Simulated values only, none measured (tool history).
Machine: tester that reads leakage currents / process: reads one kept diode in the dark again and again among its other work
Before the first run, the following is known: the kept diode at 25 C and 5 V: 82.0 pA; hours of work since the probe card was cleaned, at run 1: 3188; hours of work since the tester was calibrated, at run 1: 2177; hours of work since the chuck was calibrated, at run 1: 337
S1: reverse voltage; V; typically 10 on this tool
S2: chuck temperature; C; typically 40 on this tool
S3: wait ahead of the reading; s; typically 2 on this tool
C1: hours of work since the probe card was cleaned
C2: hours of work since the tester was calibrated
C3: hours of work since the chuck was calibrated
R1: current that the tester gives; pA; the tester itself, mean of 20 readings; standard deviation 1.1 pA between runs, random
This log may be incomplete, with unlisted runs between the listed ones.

run,hour,S1,S2,S3,C1,C2,C3,R1
1,0,10,40,2,3188,2177,337,393.2
2,115.6,8.6,40,2,3273,2262,421,373.68
3,240.5,17.7,40,2,3364,2353,512,497.13
# hour 283.4: tester calibrated
4,316.1,17.7,40,2,3418,24,566,490.82
5,396.1,17.7,40,2,3476,82,624,494.53
6,522.5,17.7,40,2,3568,175,717,496.14
7,655.4,17.7,26,2,3665,272,814,180.41
8,762.8,17.7,26,2,3744,350,892,182.39
9,855.4,17.7,26,2,3812,418,960,182.13
# hour 923.8: probe card cleaned and baked
10,963.4,17.7,34,2,29,494,1037,291.07
11,1025.5,17.7,34,2,74,540,1082,293.18
12,1094.3,17.7,34,2,125,590,1132,292.05
13,1168.3,17.7,34,2,179,644,1186,295.89
14,1292.6,17.7,34,2,269,735,1277,296.31
15,1419.1,17.7,34,2,362,827,1369,298.13
16,1527.2,1.2,40,2,441,906,1448,183.75
17,1628.3,5.9,40,2,515,980,1522,325.23
18,1691.8,5.9,40,4.55,561,1026,1569,326.98
# hour 1720.7: chuck's temperature calibrated
19,1768.3,5.9,40,4.55,615,1081,35,311.24
20,1875,5.9,40,4.55,693,1159,113,311.37
21,1950.5,2.1,28,4.55,748,1214,168,81.1
22,2028.6,2.1,28,4.55,805,1271,225,81.73
23,2113.5,19.7,40,2,867,1333,287,491.59
24,2215.4,10.3,47,7.28,942,1407,361,663.11
25,2301.2,10.3,47,7.28,1005,1470,424,665.92
26,2379.6,10,36,5.01,1062,1527,481,282.31
27,2444.6,12.6,39,5.01,1109,1575,529,391.18
28,2534.1,1.7,27,3.05,1175,1640,594,70.63
29,2619.7,3.7,20,4.07,1237,1703,657,52.18
30,2679.7,3.7,20,4.07,1281,1747,700,52.45
31,2790.7,1.1,20,3.62,1362,1828,782,33.29
32,2849,10,40,3.19,1405,1870,824,391.94

Entry by entry between the runs, the difference in hidden state between the last listed run before and the first listed run after:
From run 3 to run 4: tester calibrated (hour 283.4)
  stray current of the dirty probe card, pA a volt: 1.691 -> 1.718; current scale over the true one, %: 1.7 -> 0.19; true chuck temperature over the reading, C: 0.25 -> 0.27
  difference, measured minus the result without the unlogged condition, R1: +46.79 -> +40.72 pA
From run 9 to run 10: probe card cleaned and baked (hour 923.8)
  stray current of the dirty probe card, pA a volt: 1.915 -> 0.04; current scale over the true one, %: 0.5 -> 0.56; true chuck temperature over the reading, C: 0.44 -> 0.48
  difference, measured minus the result without the unlogged condition, R1: +39.89 -> +13.03 pA
From run 18 to run 19: chuck's temperature calibrated (hour 1720.7)
  stray current of the dirty probe card, pA a volt: 0.299 -> 0.323; current scale over the true one, %: 0.96 -> 1; true chuck temperature over the reading, C: 0.71 -> 0.13
  difference, measured minus the result without the unlogged condition, R1: +22.38 -> +7.91 pA

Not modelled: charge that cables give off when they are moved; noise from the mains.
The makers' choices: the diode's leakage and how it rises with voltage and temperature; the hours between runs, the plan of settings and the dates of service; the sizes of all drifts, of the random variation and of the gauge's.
